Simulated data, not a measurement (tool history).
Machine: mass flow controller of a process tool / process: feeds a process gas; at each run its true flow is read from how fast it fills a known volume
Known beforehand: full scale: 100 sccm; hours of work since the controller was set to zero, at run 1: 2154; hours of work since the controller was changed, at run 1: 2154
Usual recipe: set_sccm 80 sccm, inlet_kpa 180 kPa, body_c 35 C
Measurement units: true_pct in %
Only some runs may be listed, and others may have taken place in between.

run	hour	set_sccm	inlet_kpa	body_c	hours of work since the controller was set to zero	hours of work since the controller was changed	true_pct
1	0	80	180	35	2154	2154	99.8
2	103.8	80	180	35	2221	2221	99.8
3	203.6	80	180	35	2285	2285	99.76
4	307.7	80	180	35	2352	2352	99.79
5	359.4	80	180	35	2385	2385	99.85
6	413.3	80	180	35	2419	2419	99.78
7	509.3	80	180	35	2481	2481	99.88
8	601.7	80	152	35	2541	2541	99.94
9	695.9	80	180	35	2601	2601	99.89
10	810.4	80	180	35	2675	2675	99.93
11	922.4	80	225	35	2747	2747	99.72
12	1029.5	20	190	35	2815	2815	99.49
13	1118.6	18	159	30	2873	2873	99.69
14	1193.6	39	159	21	2921	2921	100.1
15	1299.4	88	162	26	2989	2989	100.38
16	1363.8	61	162	35	3030	3030	100
17	1451.9	15	207	38	3087	3087	99.51
18	1524.9	15	207	38	3134	3134	99.42

Expected results for the next run?
19	1637	80	247	24	3206	3206	?

true_pct: 100.13 %
Take away the tool's hidden state, keep the run-to-run variation as it was, and the same run would have given true_pct 99.63 %.

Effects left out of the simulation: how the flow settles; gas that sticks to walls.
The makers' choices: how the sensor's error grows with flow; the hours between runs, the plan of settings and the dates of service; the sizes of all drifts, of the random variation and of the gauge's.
